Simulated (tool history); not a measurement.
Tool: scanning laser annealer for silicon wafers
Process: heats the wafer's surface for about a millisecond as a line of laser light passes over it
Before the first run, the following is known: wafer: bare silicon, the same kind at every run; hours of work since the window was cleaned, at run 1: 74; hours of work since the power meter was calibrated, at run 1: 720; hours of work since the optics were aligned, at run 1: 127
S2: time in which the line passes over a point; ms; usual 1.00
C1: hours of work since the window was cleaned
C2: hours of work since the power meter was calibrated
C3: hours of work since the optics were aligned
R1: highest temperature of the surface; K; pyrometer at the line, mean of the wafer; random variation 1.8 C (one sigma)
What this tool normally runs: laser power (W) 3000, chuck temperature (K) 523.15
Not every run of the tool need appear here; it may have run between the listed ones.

{"run": 1, "day": 0.0, "laser power (W)": 3000, "S2": 1.0, "chuck temperature (K)": 523.15, "C1": 74, "C2": 720, "C3": 127, "R1": 1308.15}
{"run": 2, "day": 0.579, "laser power (W)": 3000, "S2": 1.0, "chuck temperature (K)": 523.15, "C1": 83, "C2": 729, "C3": 135, "R1": 1304.15}
{"run": 3, "day": 1.212, "laser power (W)": 3000, "S2": 1.0, "chuck temperature (K)": 523.15, "C1": 92, "C2": 739, "C3": 145, "R1": 1305.15}
{"run": 4, "day": 2.296, "laser power (W)": 3000, "S2": 1.0, "chuck temperature (K)": 523.15, "C1": 109, "C2": 755, "C3": 162, "R1": 1305.15}
{"run": 5, "day": 3.279, "laser power (W)": 3253, "S2": 1.0, "chuck temperature (K)": 523.15, "C1": 124, "C2": 770, "C3": 176, "R1": 1372.15}
{"run": 6, "day": 3.85, "laser power (W)": 3253, "S2": 1.0, "chuck temperature (K)": 497.15, "C1": 132, "C2": 779, "C3": 185, "R1": 1342.15}
{"run": 7, "day": 4.729, "laser power (W)": 3253, "S2": 1.0, "chuck temperature (K)": 497.15, "C1": 146, "C2": 792, "C3": 199, "R1": 1342.15}
{"run": 8, "day": 5.4, "laser power (W)": 3000, "S2": 1.0, "chuck temperature (K)": 523.15, "C1": 156, "C2": 802, "C3": 209, "R1": 1299.15}
{"run": 9, "day": 6.467, "laser power (W)": 3000, "S2": 1.0, "chuck temperature (K)": 523.15, "C1": 172, "C2": 819, "C3": 225, "R1": 1301.15}
{"run": 10, "day": 7.379, "laser power (W)": 3000, "S2": 1.0, "chuck temperature (K)": 523.15, "C1": 186, "C2": 832, "C3": 239, "R1": 1300.15}
{"run": 11, "day": 8.112, "laser power (W)": 3000, "S2": 1.13, "chuck temperature (K)": 523.15, "C1": 197, "C2": 844, "C3": 250, "R1": 1346.15}
{"run": 12, "day": 8.862, "laser power (W)": 3000, "S2": 1.13, "chuck temperature (K)": 523.15, "C1": 209, "C2": 855, "C3": 261, "R1": 1346.15}
{"run": 13, "day": 9.871, "laser power (W)": 3000, "S2": 1.13, "chuck temperature (K)": 523.15, "C1": 224, "C2": 870, "C3": 277, "R1": 1345.15}
{"run": 14, "day": 10.554, "laser power (W)": 3000, "S2": 1.13, "chuck temperature (K)": 523.15, "C1": 234, "C2": 881, "C3": 287, "R1": 1343.15}
{"run": 15, "day": 11.204, "laser power (W)": 3000, "S2": 1.0, "chuck temperature (K)": 523.15, "C1": 244, "C2": 891, "C3": 297, "R1": 1294.15}
{"run": 16, "day": 12.004, "laser power (W)": 3000, "S2": 1.0, "chuck temperature (K)": 523.15, "C1": 256, "C2": 903, "C3": 309, "R1": 1299.15}
{"run": 17, "day": 13.008, "laser power (W)": 2570, "S2": 0.88, "chuck temperature (K)": 513.15, "C1": 272, "C2": 918, "C3": 324, "R1": 1137.15}
{"run": 18, "day": 13.904, "laser power (W)": 2570, "S2": 0.88, "chuck temperature (K)": 513.15, "C1": 285, "C2": 932, "C3": 338, "R1": 1135.15}
{"run": 19, "day": 14.662, "laser power (W)": 2609, "S2": 1.24, "chuck temperature (K)": 560.15, "C1": 297, "C2": 943, "C3": 350, "R1": 1300.15}
{"run": 20, "day": 15.642, "laser power (W)": 2957, "S2": 0.74, "chuck temperature (K)": 497.15, "C1": 312, "C2": 958, "C3": 364, "R1": 1155.15}
{"run": 21, "day": 16.304, "laser power (W)": 3000, "S2": 0.85, "chuck temperature (K)": 523.15, "C1": 322, "C2": 968, "C3": 375, "R1": 1238.15}
{"run": 22, "day": 17.179, "laser power (W)": 3212, "S2": 1.0, "chuck temperature (K)": 489.15, "C1": 335, "C2": 981, "C3": 388, "R1": 1312.15}
{"run": 23, "day": 18.429, "laser power (W)": 3212, "S2": 1.0, "chuck temperature (K)": 489.15, "C1": 354, "C2": 1000, "C3": 407, "R1": 1312.15}
{"run": 24, "day": 19.179, "laser power (W)": 2879, "S2": 1.0, "chuck temperature (K)": 530.15, "C1": 366, "C2": 1012, "C3": 418, "R1": 1267.15}
{"run": 25, "day": 20.383, "laser power (W)": 2879, "S2": 1.0, "chuck temperature (K)": 530.15, "C1": 384, "C2": 1030, "C3": 436, "R1": 1268.15}
{"run": 26, "day": 21.6, "laser power (W)": 2879, "S2": 1.0, "chuck temperature (K)": 530.15, "C1": 402, "C2": 1049, "C3": 455, "R1": 1262.15}
{"run": 27, "day": 22.538, "laser power (W)": 3050, "S2": 0.8, "chuck temperature (K)": 533.15, "C1": 417, "C2": 1063, "C3": 469, "R1": 1240.15}
{"run": 28, "day": 23.288, "laser power (W)": 3000, "S2": 1.0, "chuck temperature (K)": 496.15, "C1": 428, "C2": 1074, "C3": 481, "R1": 1264.15}
{"run": 29, "day": 24.142, "laser power (W)": 2863, "S2": 1.18, "chuck temperature (K)": 505.15, "C1": 441, "C2": 1087, "C3": 494, "R1": 1295.15}
{"run": 30, "day": 25.262, "laser power (W)": 3000, "S2": 0.96, "chuck temperature (K)": 523.15, "C1": 458, "C2": 1104, "C3": 511, "R1": 1275.15}
{"run": 31, "day": 26.092, "laser power (W)": 2611, "S2": 0.96, "chuck temperature (K)": 500.15, "C1": 471, "C2": 1117, "C3": 523, "R1": 1148.15}
{"run": 32, "day": 26.671, "laser power (W)": 3163, "S2": 0.96, "chuck temperature (K)": 535.15, "C1": 479, "C2": 1126, "C3": 532, "R1": 1326.15}

Alternative continuations, all from the tool just after run 32; predict every row:
{"run": "A", "day": 27.917, "laser power (W)": 3065, "S2": 0.96, "chuck temperature (K)": 522.15, "C1": 498, "C2": 1145, "C3": 551, "R1": "?"}
{"run": "B", "day": 27.917, "laser power (W)": 2608, "S2": 0.95, "chuck temperature (K)": 537.15, "C1": 498, "C2": 1145, "C3": 551, "R1": "?"}
{"run": "C", "day": 27.917, "laser power (W)": 2743, "S2": 0.96, "chuck temperature (K)": 535.15, "C1": 498, "C2": 1145, "C3": 551, "R1": "?"}

run=A R1=1285.15
run=B R1=1180.15
run=C R1=1219.15
Without the tool's unlogged condition, the same runs would have read:
run=A R1=1312.15
run=B R1=1202.15
run=C R1=1243.15
